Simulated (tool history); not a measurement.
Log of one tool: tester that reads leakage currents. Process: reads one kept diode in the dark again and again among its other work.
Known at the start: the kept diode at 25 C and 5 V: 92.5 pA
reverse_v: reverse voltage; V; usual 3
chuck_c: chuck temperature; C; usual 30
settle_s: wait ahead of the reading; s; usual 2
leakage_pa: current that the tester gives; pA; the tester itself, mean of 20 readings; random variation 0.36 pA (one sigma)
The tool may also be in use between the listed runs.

run     day  reverse_v  chuck_c  settle_s  leakage_pa
  1       0          3       30         2      117.54
  2   1.242          3       30         2      116.23
  3   2.238          3       30         2      117.28
  4   2.962       3.77       30         2      126.68
  5   3.788       3.77       30         2      126.76
  6   4.517       3.77       30         2      126.08
  7   5.521          3       30         2      115.76
  8   6.846          3       30         2      115.21
  9   8.258          3       30         2      114.07
 10   8.996          3       30         2      114.17
 11   9.808          3       30         2      114.09
 12  10.621          3       30         2      113.18
 13    12.1          3       30         2      113.17
 14   13.15          3       30         2      112.34
 15  13.921       8.15       30         2      167.02
 16  15.304       8.15       30         2      165.38
 17  16.167          3       30      4.84       111.6
     16.388  -- chuck's temperature calibrated
 18  17.246          3       30      4.84      109.11
 19  18.379          3       28      1.46       91.84
 20  19.262          3       28      1.46       92.51
 21  20.408       1.49       30      2.23       83.16
 22  21.733          3       30      0.35       109.8
 23  22.962          3       30      0.35      109.79

Run 24 comes next. What will it give?
 24  23.971          3       30      0.35           ?

Run 24 gave leakage_pa 108.97 pA.
Without the tool's hidden state the same run would have given leakage_pa 120.33 pA.

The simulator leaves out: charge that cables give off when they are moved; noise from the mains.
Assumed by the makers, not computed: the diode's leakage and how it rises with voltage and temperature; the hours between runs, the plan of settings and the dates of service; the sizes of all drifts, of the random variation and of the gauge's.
